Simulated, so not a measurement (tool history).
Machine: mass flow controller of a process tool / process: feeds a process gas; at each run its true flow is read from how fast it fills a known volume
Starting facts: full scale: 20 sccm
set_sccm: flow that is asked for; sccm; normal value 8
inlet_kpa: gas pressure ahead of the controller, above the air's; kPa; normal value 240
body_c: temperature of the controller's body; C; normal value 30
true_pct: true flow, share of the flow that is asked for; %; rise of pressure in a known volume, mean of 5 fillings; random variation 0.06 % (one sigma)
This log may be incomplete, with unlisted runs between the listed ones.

run    hour  set_sccm  inlet_kpa  body_c  true_pct
  1       0         8        240      30     98.87
  2    87.4         8        240      30     98.77
  3   235.7         8        228      30     98.78
  4   310.4         8        228      30     98.64
  5   428.6         8        240      20     98.62
  6   504.7         8        240      37     99.02
  7   653.8         8        240      37     98.91
  8   802.4         8        240      37     98.88
  9   871.4         8        240      30     98.78
 10  1031.6         3        240      30     98.33
 11  1153.1         8        240      36     99.02
 12  1265.1         8        240      36     98.92
 13  1377.5         8        240      36     98.99
 14  1467.7         8        240      36     99.04
 15  1604.4         8        240      36     98.89
 16  1697.7         8        240      36     98.98
 17  1839.4         8        241      36     98.95
 18    1954         8        241      21     98.57
 19    2039         3        222      26     98.07

For run 20, what comes out?
 20  2164.3         8        240      36         ?

Run 20 came out at true_pct 98.94 %.
Take away the tool's hidden state, keep the run-to-run variation as it was, and the same run would have given true_pct 98.94 %.
